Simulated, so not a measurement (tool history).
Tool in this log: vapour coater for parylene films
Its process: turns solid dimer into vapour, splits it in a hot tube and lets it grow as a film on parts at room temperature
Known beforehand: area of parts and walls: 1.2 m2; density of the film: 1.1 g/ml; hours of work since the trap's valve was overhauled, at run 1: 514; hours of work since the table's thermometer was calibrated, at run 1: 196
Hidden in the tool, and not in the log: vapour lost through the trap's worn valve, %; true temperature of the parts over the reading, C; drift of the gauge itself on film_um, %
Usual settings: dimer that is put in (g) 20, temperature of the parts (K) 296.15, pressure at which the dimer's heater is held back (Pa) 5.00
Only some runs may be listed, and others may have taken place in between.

run	hour	dimer that is put in (g)	temperature of the parts (K)	pressure at which the dimer's heater is held back (Pa)	hours of work since the trap's valve was overhauled	hours of work since the table's thermometer was calibrated	thickness of the film (nm)
1	0.0	20	296.15	5.00	514	196	10450
2	27.5	20	296.15	2.62	527	209	11140
3	63.8	20	296.15	2.62	545	227	11040
4	88.7	20	288.15	2.62	557	239	14060
5	125.7	20	288.15	2.62	575	257	13780
6	157.7	10	288.15	2.62	590	273	6910
# hour 164.1: trap's valve overhauled
7	205.6	10	288.15	2.62	20	294	7420
8	245.3	20	301.15	5.00	40	313	9250
9	281.4	20	301.15	5.00	57	331	9230
10	306.6	20	301.15	5.00	69	343	9240
11	353.4	20	301.15	5.00	92	366	9140
12	376.2	20	302.15	8.19	103	377	8330
13	414.5	13	302.15	2.73	122	396	6140
14	439.0	25	292.15	2.73	134	408	16500
15	471.2	20	290.15	3.93	150	423	13630
16	504.1	9	292.15	6.18	166	439	5400
17	540.0	18	289.15	6.18	183	457	11980
18	572.1	16	289.15	2.76	199	472	11570
19	611.8	9	289.15	8.19	218	492	5810
20	657.2	9	289.15	8.19	240	514	5760
21	691.2	27	298.15	9.64	257	530	12310

4 options for the next run, each taken on its own from the tool as it stands now. Forecast them:
A	724.6	20	296.15	3.98	273	547	?
B	724.6	13	297.15	2.16	273	547	?
C	724.6	8	296.15	5.00	273	547	?
D	724.6	20	296.15	9.78	273	547	?

run	thickness of the film (nm)
A	10960
B	7330
C	4230
D	9810
Stripped of hidden state, with their random variation kept, the same runs would have yielded:
run	thickness of the film (nm)
A	11390
B	7620
C	4400
D	10200
